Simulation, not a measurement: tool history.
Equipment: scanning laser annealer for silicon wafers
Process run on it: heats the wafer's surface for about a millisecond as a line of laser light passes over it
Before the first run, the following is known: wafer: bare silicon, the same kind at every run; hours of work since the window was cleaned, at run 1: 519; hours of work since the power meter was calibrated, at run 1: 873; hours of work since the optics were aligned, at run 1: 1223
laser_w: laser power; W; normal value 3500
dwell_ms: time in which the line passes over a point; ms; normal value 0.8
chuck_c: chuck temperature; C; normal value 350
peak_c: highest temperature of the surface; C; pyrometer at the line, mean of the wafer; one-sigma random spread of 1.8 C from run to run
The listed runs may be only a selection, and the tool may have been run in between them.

run	hour	laser_w	dwell_ms	chuck_c	hours of work since the window was cleaned	hours of work since the power meter was calibrated	hours of work since the optics were aligned	peak_c
1	0	3500	0.8	350	519	873	1223	1044
2	14.6	3500	0.8	373	530	885	1235	1073
3	36.9	3500	0.8	373	548	903	1253	1070
4	52.4	3500	0.749	350	561	915	1265	1020
5	70.2	3500	0.669	350	575	929	1279	981
6	97.5	3091	0.8	350	597	951	1301	945
7	110.5	3500	0.8	350	607	961	1312	1045
8	125.9	3500	0.8	350	619	974	1324	1044
9	143.5	3500	0.8	350	633	988	1338	1042
10	164.1	3500	0.8	350	650	1004	1354	1045
11	178.6	3500	0.823	350	661	1016	1366	1059
12	205.9	3047	0.823	350	683	1038	1388	944
13	226.6	3500	0.993	337	700	1054	1404	1116
14	240.4	2983	0.993	337	711	1065	1416	976
15	260.2	2983	0.993	337	727	1081	1431	973
16	281.1	3120	0.664	382	743	1098	1448	922
# hour 299.4: optics aligned, line set to its width
17	314.3	3500	0.638	340	766	1120	12	952
18	327.4	3704	0.8	383	776	1131	22	1129
19	356.3	3798	0.8	316	800	1154	46	1084

Here are 5 independent what-if runs from the current tool condition. What would each one return?
A	378.5	3232	0.825	316	817	1172	63	?
B	378.5	3537	0.764	385	817	1172	63	?
C	378.5	3833	0.743	346	817	1172	63	?
D	378.5	3103	0.604	387	817	1172	63	?
E	378.5	3798	0.8	384	817	1172	63	?

run	peak_c
A	953
B	1072
C	1091
D	897
E	1148
With the hidden condition removed and each run's random variation left untouched, the same runs would have given:
run	peak_c
A	983
B	1104
C	1126
D	921
E	1184
